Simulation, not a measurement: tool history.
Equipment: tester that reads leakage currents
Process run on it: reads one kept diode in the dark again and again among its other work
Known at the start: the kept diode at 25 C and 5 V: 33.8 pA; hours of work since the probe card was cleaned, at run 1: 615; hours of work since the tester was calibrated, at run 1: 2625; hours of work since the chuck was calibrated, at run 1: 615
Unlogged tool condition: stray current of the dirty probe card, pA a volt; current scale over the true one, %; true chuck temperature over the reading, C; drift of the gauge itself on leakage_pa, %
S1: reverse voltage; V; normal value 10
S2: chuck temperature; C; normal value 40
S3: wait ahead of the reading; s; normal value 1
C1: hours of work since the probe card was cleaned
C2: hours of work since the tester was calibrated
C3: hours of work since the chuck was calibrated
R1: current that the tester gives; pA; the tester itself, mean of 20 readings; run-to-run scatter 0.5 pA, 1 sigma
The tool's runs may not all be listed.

run    hour    S1  S2    S3    C1    C2   C3      R1
  1       0    10  40     1   615  2625  615   153.9
         22  -- chuck's temperature calibrated
      130.7  -- tester calibrated
  2   232.1    10  40  5.01   788    77  158  148.71
  3     389    10  40  5.01   907   196  277   148.5
        561  -- chuck's temperature calibrated, once more
  4   568.9    10  40     1  1042   331    6  181.42
  5   687.9    10  40     1  1133   422   96  181.06
  6     800    10  32     1  1218   507  182  100.72
  7   958.4    10  32     1  1338   627  302  101.46
     1091.2  -- probe card cleaned and baked
  8  1144.6    10  32     1    41   766  441   79.77
  9  1320.4    10  56     1   174   900  574  526.78
     1389.1  -- chuck's temperature calibrated
 10  1558.1    10  34     1   353  1079  128  103.63
 11    1762   1.6  40   0.3   508  1234  283   70.45
 12  1875.5   9.5  46  3.05   594  1320  369  252.02
 13  2055.4   2.9  40  0.61   731  1456  506   89.83
     2211.9  -- chuck's temperature calibrated
 14  2262.8   6.8  31  1.53   887  1612   39   74.89
 15  2463.4   4.3  27  0.42  1039  1765  191   43.96
 16  2587.2  15.1  45  6.04  1133  1859  285  309.84
 17  2696.4  15.1  45  6.04  1216  1942  368  307.28
 18  2920.1  15.1  45  6.04  1386  2112  538  303.62
       2985  -- probe card cleaned and baked
     3036.7  -- chuck's temperature calibrated
 19  3062.3  15.1  45  6.04    57  2216   19  292.39
 20    3206   8.4  40  4.84   166  2325  129  150.15

A few steps of R1 between consecutive runs. Split each: what settings, incoming material and random variation would produce without the hidden state, and what is left over for the hidden state, along with gauge scatter present in only one of the two compared results (measured, and without hidden state):
Run 8 -> 9: S2 32 -> 56. R1 +447.01 pA: hidden state -42.13, all else +489.14.
Run 9 -> 10: S2 56 -> 34, chuck's temperature calibrated. R1 -423.15 pA: hidden state +50.27, all else -473.42.
